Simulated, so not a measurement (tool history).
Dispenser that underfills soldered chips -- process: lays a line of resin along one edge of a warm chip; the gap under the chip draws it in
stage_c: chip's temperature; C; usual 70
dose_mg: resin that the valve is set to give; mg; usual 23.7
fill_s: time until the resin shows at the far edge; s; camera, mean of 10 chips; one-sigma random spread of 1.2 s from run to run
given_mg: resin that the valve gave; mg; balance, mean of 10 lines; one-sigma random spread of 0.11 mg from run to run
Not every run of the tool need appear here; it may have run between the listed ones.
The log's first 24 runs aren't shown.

run	hour	stage_c	dose_mg	hours of work since the syringe was changed	hours of work since the valve was cleaned	hours of work since the stage was calibrated	fill_s	given_mg
25	199.5	66	28.0	6	87	181	157.4	25.85
# hour 207.3: new syringe of resin
26	208.7	66	21.0	1	94	188	146.5	19.12
27	217.6	72	28.1	8	101	195	130.4	25.48
# hour 222.6: new syringe of resin
28	227.9	72	28.1	4	109	203	117.1	25.06
# hour 238.0: new syringe of resin
29	238.5	65	26.6	0	117	210	136.9	23.57
# hour 246.0: dispensing valve cleaned and set on the balance
30	249.0	68	25.2	8	2	218	154.5	24.98
# hour 254.6: new syringe of resin
31	257.0	80	27.7	2	8	224	77.0	27.49
32	262.7	80	27.7	6	13	228	88.5	27.20

Run 33 is up next; what results do you expect?
# hour 270.6: new syringe of resin
33	272.3	80	21.8	1	20	235	?	?

{"run 33": {"fill_s": 78.0, "given_mg": 21.47}}
With no hidden state in the tool, this same run would have given fill_s 78.0 s, given_mg 21.87 mg.
